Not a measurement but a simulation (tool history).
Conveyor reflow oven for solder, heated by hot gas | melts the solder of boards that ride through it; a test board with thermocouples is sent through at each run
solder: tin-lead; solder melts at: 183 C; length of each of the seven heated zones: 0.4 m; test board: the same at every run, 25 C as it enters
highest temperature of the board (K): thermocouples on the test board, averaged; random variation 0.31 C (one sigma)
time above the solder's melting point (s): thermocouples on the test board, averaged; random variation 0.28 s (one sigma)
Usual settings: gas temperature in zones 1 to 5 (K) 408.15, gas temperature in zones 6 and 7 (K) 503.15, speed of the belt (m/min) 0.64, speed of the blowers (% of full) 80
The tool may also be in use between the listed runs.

run   hour  gas temperature in zones 1 to 5 (K)  gas temperature in zones 6 and 7 (K)  speed of the belt (m/min)  speed of the blowers (% of full)  highest temperature of the board (K)  time above the solder's melting point (s)
  1      0                               408.15                                503.15                       0.64                                80                                487.45                                       52.7
  2    8.8                               408.15                                508.15                       0.64                                80                                491.05                                       56.3
  3   14.2                               408.15                                508.15                       0.64                                80                                491.65                                         56
  4   22.3                               408.15                                508.15                       0.64                                80                                491.45                                       56.1
  5   29.8                               408.15                                508.15                       0.64                                80                                491.35                                       56.4
  6     36                               408.15                                508.15                       0.64                                80                                492.25                                       55.9
  7   44.9                               408.15                                503.15                       0.64                                80                                487.75                                       52.6
  8     54                               408.15                                503.15                       0.64                                74                                486.15                                       51.4
  9   60.4                               408.15                                503.15                       0.64                                74                                485.05                                       51.4
 10   64.8                               408.15                                503.15                       0.64                                82                                486.15                                       53.2
 11   75.1                               408.15                                503.15                       0.64                                82                                487.45                                       53.6
 12   79.6                               408.15                                503.15                       0.64                                82                                487.95                                         53
 13   86.3                               408.15                                503.15                       0.64                                82                                487.25                                       52.8
 14   94.7                               420.15                                512.15                       0.64                                75                                496.25                                       63.4
 15  100.2                               394.15                                503.15                       0.64                                80                                484.65                                       46.1
 16  108.4                               408.15                                503.15                      0.535                                64                                489.65                                       65.8
 17  117.5                               406.15                                503.15                       0.69                                85                                485.55                                       46.2
 18  122.1                               406.15                                503.15                       0.69                                85                                485.85                                       46.7
 19  127.9                               410.15                                512.15                       0.64                                80                                495.05                                       59.6
 20  137.1                               410.15                                512.15                       0.64                                80                                495.25                                       59.5
 21  144.5                               411.15                                506.15                      0.701                                70                                485.15                                       46.6
 22  152.2                               404.15                                495.15                      0.636                                67                                477.65                                       41.6
 23  159.3                               402.15                                500.15                      0.735                                65                                475.15                                       31.9
 24    164                               402.15                                500.15                      0.735                                65                                475.25                                       31.8
 25  174.6                               408.15                                503.15                       0.64                                53                                481.25                                       45.7
 26  182.3                               419.15                                509.15                       0.64                                53                                488.95                                       56.7

Forecast each of these 3 alternatives for the next run:
  A   192                               422.15                                517.15                       0.64                                73                                     ?                                          ?
  B   192                               397.15                                514.15                       0.64                                80                                     ?                                          ?
  C   192                               408.15                                510.15                       0.64                                63                                     ?                                          ?

run  highest temperature of the board (K)  time above the solder's melting point (s)
  A                                500.15                                       67.2
  B                                495.35                                       55.2
  C                                490.15                                       53.7
Without the tool's hidden state the same runs would have given:
run  highest temperature of the board (K)  time above the solder's melting point (s)
  A                                500.25                                       67.3
  B                                495.45                                       55.3
  C                                490.25                                       53.8
